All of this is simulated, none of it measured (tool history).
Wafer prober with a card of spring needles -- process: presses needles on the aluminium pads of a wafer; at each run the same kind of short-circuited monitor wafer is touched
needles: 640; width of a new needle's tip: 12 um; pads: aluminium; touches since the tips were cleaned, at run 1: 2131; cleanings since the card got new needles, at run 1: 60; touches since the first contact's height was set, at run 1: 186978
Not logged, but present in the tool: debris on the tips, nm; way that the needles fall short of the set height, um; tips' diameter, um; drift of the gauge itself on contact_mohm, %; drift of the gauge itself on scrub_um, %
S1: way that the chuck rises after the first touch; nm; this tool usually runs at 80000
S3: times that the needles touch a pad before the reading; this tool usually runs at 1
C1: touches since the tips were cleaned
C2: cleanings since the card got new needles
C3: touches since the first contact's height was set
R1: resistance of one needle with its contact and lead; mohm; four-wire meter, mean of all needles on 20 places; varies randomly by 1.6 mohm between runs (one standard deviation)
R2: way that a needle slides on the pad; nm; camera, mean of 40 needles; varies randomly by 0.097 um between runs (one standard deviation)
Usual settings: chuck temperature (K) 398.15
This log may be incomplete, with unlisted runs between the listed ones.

{"run": 1, "hour": 0.0, "S1": 80000, "chuck temperature (K)": 398.15, "S3": 1, "C1": 2131, "C2": 60, "C3": 186978, "R1": 156, "R2": 21940}
{"hour": 5.4, "done": "tips cleaned on abrasive film"}
{"hour": 23.4, "done": "tips cleaned on abrasive film"}
{"run": 2, "hour": 31.8, "S1": 60000, "chuck temperature (K)": 398.15, "S3": 1, "C1": 1350, "C2": 62, "C3": 192050, "R1": 155, "R2": 16280}
{"hour": 41.7, "done": "tips cleaned on abrasive film"}
{"hour": 46.5, "done": "height of the first contact set anew"}
{"run": 3, "hour": 54.1, "S1": 60000, "chuck temperature (K)": 398.15, "S3": 1, "C1": 1935, "C2": 63, "C3": 1214, "R1": 158, "R2": 16370}
{"hour": 59.1, "done": "tips cleaned on abrasive film"}
{"run": 4, "hour": 69.1, "S1": 60000, "chuck temperature (K)": 398.15, "S3": 1, "C1": 1609, "C2": 64, "C3": 3607, "R1": 158, "R2": 16570}
{"hour": 76.0, "done": "tips cleaned on abrasive film"}
{"run": 5, "hour": 90.7, "S1": 60000, "chuck temperature (K)": 398.15, "S3": 1, "C1": 2363, "C2": 65, "C3": 7053, "R1": 158, "R2": 16270}
{"hour": 93.7, "done": "tips cleaned on abrasive film"}
{"hour": 110.3, "done": "tips cleaned on abrasive film"}
{"run": 6, "hour": 110.3, "S1": 60000, "chuck temperature (K)": 398.15, "S3": 1, "C1": 0, "C2": 67, "C3": 10168, "R1": 156, "R2": 16510}
{"hour": 129.3, "done": "tips cleaned on abrasive film"}
{"run": 7, "hour": 133.3, "S1": 60000, "chuck temperature (K)": 398.15, "S3": 1, "C1": 636, "C2": 68, "C3": 13831, "R1": 153, "R2": 16390}
{"hour": 146.8, "done": "tips cleaned on abrasive film"}
{"run": 8, "hour": 154.4, "S1": 60000, "chuck temperature (K)": 398.15, "S3": 1, "C1": 1217, "C2": 69, "C3": 17204, "R1": 154, "R2": 16390}
{"hour": 164.6, "done": "tips cleaned on abrasive film"}
{"hour": 181.4, "done": "tips cleaned on abrasive film"}
{"run": 9, "hour": 187.2, "S1": 60000, "chuck temperature (K)": 398.15, "S3": 1, "C1": 937, "C2": 71, "C3": 22432, "R1": 158, "R2": 16100}
{"hour": 199.5, "done": "tips cleaned on abrasive film"}
{"hour": 218.2, "done": "tips cleaned on abrasive film"}
{"run": 10, "hour": 218.3, "S1": 60000, "chuck temperature (K)": 398.15, "S3": 1, "C1": 23, "C2": 73, "C3": 27384, "R1": 155, "R2": 16210}
{"hour": 235.4, "done": "tips cleaned on abrasive film"}
{"run": 11, "hour": 242.6, "S1": 80000, "chuck temperature (K)": 398.15, "S3": 1, "C1": 1142, "C2": 74, "C3": 31257, "R1": 155, "R2": 21730}
{"hour": 253.9, "done": "tips cleaned on abrasive film"}
{"run": 12, "hour": 261.6, "S1": 80000, "chuck temperature (K)": 398.15, "S3": 1, "C1": 1235, "C2": 75, "C3": 34285, "R1": 153, "R2": 21660}
{"hour": 271.1, "done": "tips cleaned on abrasive film"}
{"run": 13, "hour": 286.7, "S1": 80000, "chuck temperature (K)": 398.15, "S3": 1, "C1": 2501, "C2": 76, "C3": 38303, "R1": 156, "R2": 21610}
{"hour": 289.4, "done": "tips cleaned on abrasive film"}
{"hour": 306.3, "done": "tips cleaned on abrasive film"}
{"run": 14, "hour": 308.6, "S1": 80000, "chuck temperature (K)": 398.15, "S3": 1, "C1": 373, "C2": 78, "C3": 41774, "R1": 152, "R2": 21470}
{"hour": 322.8, "done": "tips cleaned on abrasive film"}
{"run": 15, "hour": 328.9, "S1": 80000, "chuck temperature (K)": 398.15, "S3": 1, "C1": 971, "C2": 79, "C3": 45011, "R1": 154, "R2": 21620}
{"hour": 341.1, "done": "tips cleaned on abrasive film"}
{"run": 16, "hour": 343.4, "S1": 80000, "chuck temperature (K)": 398.15, "S3": 1, "C1": 363, "C2": 80, "C3": 47325, "R1": 151, "R2": 21760}
{"hour": 357.7, "done": "tips cleaned on abrasive film"}
{"run": 17, "hour": 371.7, "S1": 80000, "chuck temperature (K)": 398.15, "S3": 1, "C1": 2245, "C2": 81, "C3": 51848, "R1": 159, "R2": 21290}
{"hour": 374.4, "done": "tips cleaned on abrasive film"}
{"run": 18, "hour": 386.4, "S1": 87000, "chuck temperature (K)": 398.15, "S3": 1, "C1": 1911, "C2": 82, "C3": 54181, "R1": 153, "R2": 23360}
{"hour": 393.0, "done": "tips cleaned on abrasive film"}
{"hour": 409.9, "done": "tips cleaned on abrasive film"}
{"run": 19, "hour": 417.9, "S1": 64000, "chuck temperature (K)": 317.15, "S3": 2, "C1": 1281, "C2": 84, "C3": 59211, "R1": 142, "R2": 17250}
{"hour": 427.1, "done": "tips cleaned on abrasive film"}
{"hour": 445.7, "done": "tips cleaned on abrasive film"}
{"run": 20, "hour": 445.7, "S1": 80000, "chuck temperature (K)": 392.15, "S3": 2, "C1": 0, "C2": 86, "C3": 63628, "R1": 150, "R2": 21560}
{"run": 21, "hour": 461.6, "S1": 80000, "chuck temperature (K)": 392.15, "S3": 2, "C1": 2556, "C2": 86, "C3": 66184, "R1": 153, "R2": 21410}
{"hour": 463.8, "done": "gauge calibrated"}
{"hour": 463.9, "done": "tips cleaned on abrasive film"}
{"hour": 480.9, "done": "tips cleaned on abrasive film"}
{"run": 22, "hour": 485.6, "S1": 86000, "chuck temperature (K)": 392.15, "S3": 1, "C1": 755, "C2": 88, "C3": 69993, "R1": 153, "R2": 23580}
{"hour": 499.8, "done": "tips cleaned on abrasive film"}
{"run": 23, "hour": 502.2, "S1": 80000, "chuck temperature (K)": 322.15, "S3": 1, "C1": 394, "C2": 89, "C3": 72642, "R1": 142, "R2": 21720}
{"hour": 517.7, "done": "tips cleaned on abrasive film"}
{"run": 24, "hour": 533.3, "S1": 80000, "chuck temperature (K)": 322.15, "S3": 1, "C1": 2504, "C2": 90, "C3": 77614, "R1": 139, "R2": 21880}
{"hour": 535.8, "done": "tips cleaned on abrasive film"}
{"hour": 553.2, "done": "tips cleaned on abrasive film"}
{"run": 25, "hour": 565.2, "S1": 65000, "chuck temperature (K)": 322.15, "S3": 2, "C1": 1927, "C2": 92, "C3": 82698, "R1": 142, "R2": 17650}
{"hour": 571.7, "done": "tips cleaned on abrasive film"}
{"run": 26, "hour": 582.8, "S1": 64000, "chuck temperature (K)": 299.15, "S3": 1, "C1": 1776, "C2": 93, "C3": 85495, "R1": 139, "R2": 17450}
{"hour": 588.9, "done": "tips cleaned on abrasive film"}
{"run": 27, "hour": 597.0, "S1": 65000, "chuck temperature (K)": 339.15, "S3": 3, "C1": 1296, "C2": 94, "C3": 87757, "R1": 144, "R2": 17720}
{"hour": 606.1, "done": "tips cleaned on abrasive film"}
{"run": 28, "hour": 614.8, "S1": 65000, "chuck temperature (K)": 300.15, "S3": 3, "C1": 1388, "C2": 95, "C3": 90591, "R1": 139, "R2": 17570}
{"hour": 624.1, "done": "tips cleaned on abrasive film"}
{"run": 29, "hour": 635.1, "S1": 65000, "chuck temperature (K)": 300.15, "S3": 3, "C1": 1767, "C2": 96, "C3": 93837, "R1": 137, "R2": 17640}
{"hour": 640.9, "done": "tips cleaned on abrasive film"}
{"hour": 658.3, "done": "tips cleaned on abrasive film"}
{"run": 30, "hour": 662.3, "S1": 80000, "chuck temperature (K)": 398.15, "S3": 3, "C1": 642, "C2": 98, "C3": 98169, "R1": 154, "R2": 21590}
{"hour": 676.8, "done": "tips cleaned on abrasive film"}
{"hour": 695.0, "done": "tips cleaned on abrasive film"}
{"run": 31, "hour": 695.0, "S1": 80000, "chuck temperature (K)": 398.15, "S3": 3, "C1": 0, "C2": 100, "C3": 103373, "R1": 150, "R2": 21900}

Branching from run 31: 3 alternative next runs. What would each branch give?
{"run": "A", "hour": 709.3, "S1": 80000, "chuck temperature (K)": 307.15, "S3": 1, "C1": 2291, "C2": 100, "C3": 105664, "R1": "?", "R2": "?"}
{"run": "B", "hour": 709.3, "S1": 68000, "chuck temperature (K)": 307.15, "S3": 2, "C1": 2291, "C2": 100, "C3": 105664, "R1": "?", "R2": "?"}
{"run": "C", "hour": 709.3, "S1": 72000, "chuck temperature (K)": 398.15, "S3": 3, "C1": 2291, "C2": 100, "C3": 105664, "R1": "?", "R2": "?"}

run=A R1=141 R2=21620
run=B R1=138 R2=18570
run=C R1=154 R2=19530
Stripped of hidden state, with their random variation kept, the same runs would have yielded:
run=A R1=141 R2=21950
run=B R1=138 R2=18850
run=C R1=153 R2=19820

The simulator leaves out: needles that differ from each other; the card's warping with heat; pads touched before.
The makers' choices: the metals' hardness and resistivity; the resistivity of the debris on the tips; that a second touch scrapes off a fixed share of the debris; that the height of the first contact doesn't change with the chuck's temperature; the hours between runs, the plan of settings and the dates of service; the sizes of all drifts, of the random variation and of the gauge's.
